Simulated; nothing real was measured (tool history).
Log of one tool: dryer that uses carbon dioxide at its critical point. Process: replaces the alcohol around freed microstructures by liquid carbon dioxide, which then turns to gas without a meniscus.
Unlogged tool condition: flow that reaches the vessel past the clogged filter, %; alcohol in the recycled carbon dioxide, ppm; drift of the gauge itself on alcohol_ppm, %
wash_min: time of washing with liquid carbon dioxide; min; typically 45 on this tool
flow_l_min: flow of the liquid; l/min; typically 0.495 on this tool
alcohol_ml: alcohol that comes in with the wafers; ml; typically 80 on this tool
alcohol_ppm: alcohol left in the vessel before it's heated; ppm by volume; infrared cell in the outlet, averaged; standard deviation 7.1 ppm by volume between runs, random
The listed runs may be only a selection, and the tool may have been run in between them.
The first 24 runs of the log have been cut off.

| run | day | wash_min | flow_l_min | alcohol_ml | hours of work since the filter was changed | hours of work since the purifier's bed was changed | alcohol_ppm |
|---|---|---|---|---|---|---|---|
| 25 | 38.929 | 47 | 0.621 | 81 | 378 | 1126 | 466 |
|  | 39.442 | purifier's bed changed |
| 26 | 40.871 | 50 | 0.363 | 100 | 396 | 14 | 1510 |
| 27 | 42.521 | 31 | 0.701 | 27 | 412 | 30 | 238 |
| 28 | 43.696 | 31 | 0.701 | 27 | 424 | 42 | 255 |
| 29 | 44.983 | 29 | 0.495 | 54 | 437 | 55 | 1557 |
| 30 | 46.396 | 62 | 0.335 | 69 | 451 | 69 | 794 |
|  | 47.958 | inlet filter changed |
| 31 | 48.717 | 34 | 0.335 | 58 | 7 | 91 | 1914 |
| 32 | 51.05 | 37 | 0.819 | 47 | 30 | 114 | 70 |
| 33 | 52.575 | 37 | 0.674 | 102 | 46 | 129 | 320 |
| 34 | 53.733 | 54 | 0.495 | 80 | 57 | 140 | 195 |
| 35 | 55.029 | 45 | 0.45 | 118 | 70 | 153 | 848 |
| 36 | 56.088 | 45 | 0.45 | 118 | 80 | 164 | 850 |
| 37 | 57.458 | 70 | 0.302 | 80 | 94 | 177 | 540 |
| 38 | 59.667 | 70 | 0.413 | 38 | 115 | 199 | 119 |
| 39 | 60.646 | 70 | 0.413 | 38 | 125 | 209 | 114 |

Branching from run 39: 5 alternative next runs. What would each branch give?
| A | 62.942 | 33 | 0.495 | 25 | 148 | 231 | ? |
| B | 62.942 | 61 | 0.413 | 38 | 148 | 231 | ? |
| C | 62.942 | 51 | 0.495 | 68 | 148 | 231 | ? |
| D | 62.942 | 70 | 0.413 | 38 | 148 | 231 | ? |
| E | 62.942 | 34 | 0.413 | 41 | 148 | 231 | ? |

| run | alcohol_ppm |
|---|---|
| A | 442 |
| B | 172 |
| C | 276 |
| D | 119 |
| E | 974 |
With the hidden condition removed and each run's random variation left untouched, the same runs would have given:
| run | alcohol_ppm |
|---|---|
| A | 323 |
| B | 88 |
| C | 169 |
| D | 47 |
| E | 787 |
